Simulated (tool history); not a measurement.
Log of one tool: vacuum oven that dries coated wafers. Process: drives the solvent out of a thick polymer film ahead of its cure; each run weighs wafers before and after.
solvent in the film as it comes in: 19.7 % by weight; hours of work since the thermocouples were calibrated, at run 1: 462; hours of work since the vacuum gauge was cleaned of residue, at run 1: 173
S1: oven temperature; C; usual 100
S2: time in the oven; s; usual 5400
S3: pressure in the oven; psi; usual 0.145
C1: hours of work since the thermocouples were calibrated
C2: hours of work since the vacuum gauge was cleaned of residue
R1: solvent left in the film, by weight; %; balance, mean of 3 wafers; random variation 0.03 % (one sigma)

run,hour,S1,S2,S3,C1,C2,R1
1,0.0,100,5400,0.145,462,173,1.39
2,17.4,100,5400,0.145,471,183,1.33
3,26.5,100,5400,0.145,476,187,1.41
4,35.1,100,5400,0.145,481,192,1.42
5,52.2,100,5400,0.099,490,201,1.25
6,60.1,100,5400,0.145,494,205,1.36
7,72.7,100,5400,0.145,501,212,1.41
8,80.1,100,5400,0.145,505,216,1.33
9,89.9,100,5400,0.145,510,221,1.37
10,102.2,100,5400,0.145,516,227,1.36
11,117.8,100,8940,0.145,524,236,0.46
12,127.6,93,8940,0.145,530,241,1.35
13,140.2,93,3000,0.145,536,247,6.42
14,154.0,94,3000,0.365,544,255,6.40
15,168.1,101,6540,0.133,551,262,0.73
16,175.5,101,6540,0.133,555,266,0.77
17,191.5,108,3000,0.090,563,274,1.43
18,207.1,98,5700,0.145,572,283,1.65
19,216.5,98,3300,0.300,577,288,4.31
20,233.9,87,5400,0.145,586,297,5.44
21,249.9,111,4320,0.100,594,305,0.38
22,264.5,111,4320,0.100,602,313,0.33
23,275.0,110,3540,0.367,607,318,1.10
24,286.6,110,3240,0.367,613,325,1.26
25,294.0,90,6840,0.367,617,328,3.70

Forecast each of these 5 alternatives for the next run:
A,309.0,100,3480,0.097,625,336,?
B,309.0,98,6900,0.371,625,336,?
C,309.0,106,6840,0.136,625,336,?
D,309.0,101,3900,0.132,625,336,?
E,309.0,114,5400,0.287,625,336,?

run,R1
A,2.90
B,1.61
C,0.35
D,2.19
E,0.43
Without the tool's hidden state the same runs would have given:
run,R1
A,3.32
B,1.83
C,0.40
D,2.55
E,0.44
